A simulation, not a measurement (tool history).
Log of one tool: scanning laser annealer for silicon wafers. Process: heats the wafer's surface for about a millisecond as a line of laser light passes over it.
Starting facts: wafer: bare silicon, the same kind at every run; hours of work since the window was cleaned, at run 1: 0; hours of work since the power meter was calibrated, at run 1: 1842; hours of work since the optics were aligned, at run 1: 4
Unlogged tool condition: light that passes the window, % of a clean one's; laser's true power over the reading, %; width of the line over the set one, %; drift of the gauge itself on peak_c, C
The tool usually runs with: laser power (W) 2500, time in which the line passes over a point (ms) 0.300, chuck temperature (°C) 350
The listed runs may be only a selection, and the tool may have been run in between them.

run,hour,laser power (W),time in which the line passes over a point (ms),chuck temperature (°C),hours of work since the window was cleaned,hours of work since the power meter was calibrated,hours of work since the optics were aligned,highest temperature of the surface (°C)
1,0.0,2500,0.300,350,0,1842,4,1081
2,46.1,2500,0.300,350,32,1874,36,1080
3,87.0,2500,0.300,350,61,1903,65,1079
4,167.6,2500,0.300,350,118,1960,122,1073
5,200.6,2500,0.300,350,141,1983,145,1069
6,243.0,2500,0.300,350,171,2013,175,1070
7,322.7,2500,0.300,350,227,2069,231,1063
8,357.3,2500,0.300,350,251,2093,255,1064
9,415.7,2500,0.300,350,292,2134,296,1064
10,472.7,2500,0.300,350,332,2174,336,1059
# hour 490.2: window over the wafer cleaned
11,535.3,2500,0.300,350,32,2217,379,1075
12,568.8,2500,0.300,387,55,2240,402,1110
13,641.6,2247,0.270,330,106,2291,453,942
14,681.9,2247,0.270,330,135,2320,482,940
15,745.3,2178,0.262,350,179,2364,526,932

Run 16 is up next; what results do you expect?
16,815.1,2507,0.256,330,228,2413,575,?

highest temperature of the surface (°C): 987
The same run, on a tool lacking any hidden state, would have yielded highest temperature of the surface (°C) 1012.
